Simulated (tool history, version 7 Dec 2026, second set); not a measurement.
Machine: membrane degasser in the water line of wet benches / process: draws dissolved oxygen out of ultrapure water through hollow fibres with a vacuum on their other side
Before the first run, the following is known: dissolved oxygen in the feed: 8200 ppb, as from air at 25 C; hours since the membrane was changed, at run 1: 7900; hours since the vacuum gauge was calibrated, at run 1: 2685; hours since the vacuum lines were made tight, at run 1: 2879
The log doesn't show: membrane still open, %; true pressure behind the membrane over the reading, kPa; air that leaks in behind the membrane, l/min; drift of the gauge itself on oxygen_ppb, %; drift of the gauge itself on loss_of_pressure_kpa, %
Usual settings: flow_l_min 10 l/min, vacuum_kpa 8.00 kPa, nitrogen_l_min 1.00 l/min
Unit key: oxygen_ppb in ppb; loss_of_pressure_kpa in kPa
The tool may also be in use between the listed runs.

| run | hour | flow_l_min | vacuum_kpa | nitrogen_l_min | hours since the membrane was changed | hours since the vacuum gauge was calibrated | hours since the vacuum lines were made tight | oxygen_ppb | loss_of_pressure_kpa |
|---|---|---|---|---|---|---|---|---|---|
| 1 | 0.0 | 10 | 8.00 | 1.00 | 7900 | 2685 | 2879 | 161.0 | 65.75 |
| 2 | 182.1 | 10 | 8.00 | 1.00 | 8082 | 2867 | 3061 | 159.2 | 65.72 |
| 3 | 377.4 | 10 | 8.00 | 1.00 | 8278 | 3063 | 3257 | 161.8 | 65.86 |
| 4 | 484.1 | 10 | 6.36 | 1.00 | 8384 | 3169 | 3363 | 124.5 | 65.89 |
|  | 582.3 | seals of the vacuum lines changed |
| 5 | 592.8 | 10 | 6.36 | 1.00 | 8491 | 3276 | 10 | 123.5 | 65.64 |
| 6 | 772.4 | 10 | 6.36 | 1.00 | 8671 | 3456 | 190 | 123.6 | 66.12 |
| 7 | 891.1 | 10 | 6.36 | 1.00 | 8789 | 3574 | 309 | 120.5 | 66.15 |
| 8 | 1045.7 | 10 | 6.36 | 1.00 | 8944 | 3729 | 463 | 124.9 | 65.74 |
| 9 | 1272.3 | 11 | 6.36 | 1.00 | 9171 | 3956 | 690 | 151.5 | 72.43 |
| 10 | 1483.2 | 10 | 8.00 | 1.00 | 9382 | 4167 | 901 | 161.3 | 66.48 |
|  | 1562.7 | membrane cartridge changed |
| 11 | 1689.6 | 7 | 8.00 | 1.00 | 127 | 4369 | 1103 | 89.8 | 46.25 |
| 12 | 1903.4 | 7 | 8.00 | 1.00 | 341 | 4583 | 1317 | 89.7 | 46.33 |
| 13 | 2109.0 | 7 | 8.00 | 1.00 | 546 | 4788 | 1523 | 89.2 | 46.34 |
| 14 | 2261.3 | 10 | 5.19 | 1.00 | 699 | 4941 | 1675 | 95.2 | 65.50 |
| 15 | 2445.2 | 10 | 8.00 | 0.50 | 882 | 5125 | 1859 | 261.2 | 66.10 |
| 16 | 2591.0 | 10 | 8.00 | 0.50 | 1028 | 5270 | 2005 | 260.6 | 66.45 |
| 17 | 2711.0 | 15 | 8.00 | 2.05 | 1148 | 5390 | 2125 | 287.9 | 99.91 |
| 18 | 2829.6 | 15 | 8.00 | 2.05 | 1267 | 5509 | 2243 | 287.5 | 99.71 |
| 19 | 3039.1 | 9 | 11.07 | 1.45 | 1476 | 5718 | 2453 | 147.0 | 59.78 |
| 20 | 3168.9 | 9 | 11.07 | 1.45 | 1606 | 5848 | 2583 | 145.8 | 60.02 |
| 21 | 3268.8 | 10 | 9.59 | 0.65 | 1706 | 5948 | 2683 | 267.4 | 67.01 |
| 22 | 3427.3 | 15 | 8.00 | 1.34 | 1865 | 6107 | 2841 | 328.0 | 99.57 |
| 23 | 3545.0 | 7 | 18.33 | 2.72 | 1982 | 6224 | 2959 | 101.7 | 47.12 |
| 24 | 3652.1 | 7 | 18.33 | 2.72 | 2089 | 6331 | 3066 | 105.1 | 46.64 |
| 25 | 3847.3 | 7 | 18.33 | 2.72 | 2285 | 6527 | 3261 | 105.3 | 46.88 |
| 26 | 4001.3 | 7 | 18.33 | 2.10 | 2439 | 6681 | 3415 | 132.7 | 46.61 |
|  | 4051.2 | seals of the vacuum lines changed |
| 27 | 4104.5 | 7 | 18.33 | 2.10 | 2540 | 6782 | 53 | 133.1 | 46.81 |
| 28 | 4214.4 | 10 | 12.54 | 1.05 | 2650 | 6892 | 163 | 255.5 | 66.53 |
| 29 | 4368.5 | 10 | 8.00 | 0.42 | 2804 | 7046 | 317 | 284.8 | 66.79 |
|  | 4531.2 | vacuum gauge calibrated |
| 30 | 4589.7 | 10 | 8.00 | 0.42 | 3024 | 58 | 538 | 287.3 | 66.65 |
| 31 | 4760.8 | 9 | 6.21 | 1.73 | 3196 | 230 | 709 | 68.0 | 60.53 |
| 32 | 4878.6 | 6 | 9.12 | 0.62 | 3313 | 347 | 827 | 134.2 | 40.26 |

What if the next run were any one of these 4? Each begins from the tool's condition after run 32:
|  | 4983.7 | gauge calibrated |
| A | 4983.7 | 11 | 11.27 | 0.64 | 3418 | 453 | 932 | ? | ? |
|  | 4983.7 | gauge calibrated |
| B | 4983.7 | 11 | 6.60 | 0.79 | 3418 | 453 | 932 | ? | ? |
|  | 4983.7 | gauge calibrated |
| C | 4983.7 | 15 | 7.82 | 0.62 | 3418 | 453 | 932 | ? | ? |
|  | 4983.7 | gauge calibrated |
| D | 4983.7 | 10 | 7.99 | 1.64 | 3418 | 453 | 932 | ? | ? |

| run | oxygen_ppb | loss_of_pressure_kpa |
|---|---|---|
| A | 373.8 | 72.22 |
| B | 176.2 | 71.87 |
| C | 438.9 | 98.73 |
| D | 117.9 | 65.52 |
Take away the tool's hidden state, keep each run's random variation, and the runs would have read:
| run | oxygen_ppb | loss_of_pressure_kpa |
|---|---|---|
| A | 373.6 | 72.19 |
| B | 176.1 | 71.84 |
| C | 438.7 | 98.69 |
| D | 117.8 | 65.50 |

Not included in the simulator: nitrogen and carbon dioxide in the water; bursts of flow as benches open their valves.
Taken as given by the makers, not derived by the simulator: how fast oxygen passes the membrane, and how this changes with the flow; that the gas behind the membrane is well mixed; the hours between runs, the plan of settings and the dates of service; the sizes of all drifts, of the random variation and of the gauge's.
